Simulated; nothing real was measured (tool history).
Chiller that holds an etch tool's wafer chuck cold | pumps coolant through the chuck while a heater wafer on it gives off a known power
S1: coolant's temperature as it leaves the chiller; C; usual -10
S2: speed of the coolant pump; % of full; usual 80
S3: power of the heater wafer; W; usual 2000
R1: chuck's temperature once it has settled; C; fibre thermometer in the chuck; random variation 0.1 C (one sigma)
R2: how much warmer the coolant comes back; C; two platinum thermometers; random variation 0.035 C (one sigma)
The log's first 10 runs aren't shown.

run,day,S1,S2,S3,R1,R2
11,40.417,-10,63,2731,22.5,11.67
12,43.383,-10,62,2000,14.5,8.74
13,47.825,-10,80,2894,19.8,9.6
14,52.071,-13,80,2000,7.9,6.66
15,57.042,-13,80,2000,8,6.71
16,59.854,-10,80,2000,11.1,6.66
17,62.846,-10,80,1368,4.7,4.61
18,68.038,-10,80,1368,4.6,4.63
19,72.588,-10,80,1368,4.9,4.61
20,75.3,-2,80,1543,14.7,5.25
# day 77.079: coolant changed, channels flushed
21,79.504,-15,80,2000,3.3,6.82
22,83.829,-3,60,2000,19,9.33
23,88.779,-3,60,2000,19.2,9.36
# day 92.954: chiller's thermometer calibrated
24,94.658,-3,60,2000,19.1,9.27
25,97.633,-10,95,1755,4.3,5.01
26,101.717,-10,95,1755,4.4,5.04
27,104.662,-10,95,1755,4.3,5.04
28,107.696,-8,80,1342,4.4,4.68
29,110.825,-10,80,2465,12.8,8.63
30,115.488,-10,66,2000,11.1,8.7
31,119.958,-10,66,2000,11.4,8.55
32,125.246,-10,66,2000,11.6,8.7
33,129.279,-14,92,1474,-1.3,4.46

3 ways to go on from here, each from the tool as it stands after run 33. What would each give?
A,133.942,-19,74,1161,?,?
B,133.942,-3,80,2999,?,?
C,133.942,-6,96,1503,?,?

run,R1,R2
A,-7.3,4.44
B,25.7,10.7
C,6.7,4.38
Without the tool's hidden state the same runs would have given:
run,R1,R2
A,-9.1,3.6
B,21.2,8.7
C,4.7,3.56
